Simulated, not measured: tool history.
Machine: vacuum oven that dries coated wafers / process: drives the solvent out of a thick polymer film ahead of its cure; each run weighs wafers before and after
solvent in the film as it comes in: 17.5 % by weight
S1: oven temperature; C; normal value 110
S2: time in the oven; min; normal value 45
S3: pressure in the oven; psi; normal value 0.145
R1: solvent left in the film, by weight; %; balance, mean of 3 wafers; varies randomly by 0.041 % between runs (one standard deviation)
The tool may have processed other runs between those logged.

| run | hour | S1 | S2 | S3 | R1 |
|---|---|---|---|---|---|
| 1 | 0.0 | 110 | 45 | 0.145 | 1.40 |
| 2 | 111.7 | 110 | 45 | 0.087 | 1.23 |
| 3 | 217.0 | 110 | 45 | 0.087 | 1.24 |
| 4 | 286.4 | 110 | 45 | 0.145 | 1.38 |
| 5 | 394.2 | 110 | 45 | 0.145 | 1.41 |
| 6 | 468.8 | 110 | 45 | 0.145 | 1.43 |
| 7 | 582.3 | 110 | 57 | 0.145 | 1.10 |
| 8 | 637.1 | 110 | 57 | 0.145 | 1.15 |
| 9 | 745.2 | 110 | 52 | 0.145 | 1.33 |
| 10 | 826.0 | 110 | 45 | 0.203 | 1.71 |
| 11 | 876.2 | 110 | 45 | 0.203 | 1.71 |
| 12 | 924.8 | 110 | 45 | 0.203 | 1.66 |
| 13 | 988.9 | 97 | 45 | 0.541 | 5.84 |
| 14 | 1070.5 | 107 | 71 | 0.161 | 1.23 |
|  | 1080.6 | vacuum gauge cleaned of residue and calibrated |
| 15 | 1178.8 | 107 | 71 | 0.161 | 1.32 |
|  | 1240.3 | oven's thermocouples calibrated |
| 16 | 1265.6 | 107 | 71 | 0.161 | 1.36 |
| 17 | 1367.0 | 100 | 24 | 0.558 | 7.80 |
| 18 | 1450.0 | 100 | 24 | 0.348 | 7.02 |
| 19 | 1533.5 | 98 | 30 | 0.238 | 6.33 |
| 20 | 1616.2 | 98 | 38 | 0.563 | 6.72 |
|  | 1700.8 | vacuum gauge cleaned of residue and calibrated, once more |
| 21 | 1718.8 | 105 | 48 | 0.280 | 2.30 |
| 22 | 1772.1 | 105 | 48 | 0.280 | 2.32 |
| 23 | 1839.9 | 105 | 48 | 0.280 | 2.36 |

Consider 5 possible next runs. They are alternatives, not a sequence: every one starts from the tool as it was left by run 23. What does each give?
| A | 1917.7 | 117 | 45 | 0.100 | ? |
| B | 1917.7 | 101 | 48 | 0.280 | ? |
| C | 1917.7 | 105 | 25 | 0.280 | ? |
| D | 1917.7 | 110 | 50 | 0.145 | ? |
| E | 1917.7 | 108 | 73 | 0.566 | ? |

| run | R1 |
|---|---|
| A | 0.52 |
| B | 3.07 |
| C | 4.76 |
| D | 1.10 |
| E | 2.45 |
With no hidden state in the tool, these same runs would have given:
| run | R1 |
|---|---|
| A | 0.51 |
| B | 3.11 |
| C | 4.83 |
| D | 1.10 |
| E | 2.45 |

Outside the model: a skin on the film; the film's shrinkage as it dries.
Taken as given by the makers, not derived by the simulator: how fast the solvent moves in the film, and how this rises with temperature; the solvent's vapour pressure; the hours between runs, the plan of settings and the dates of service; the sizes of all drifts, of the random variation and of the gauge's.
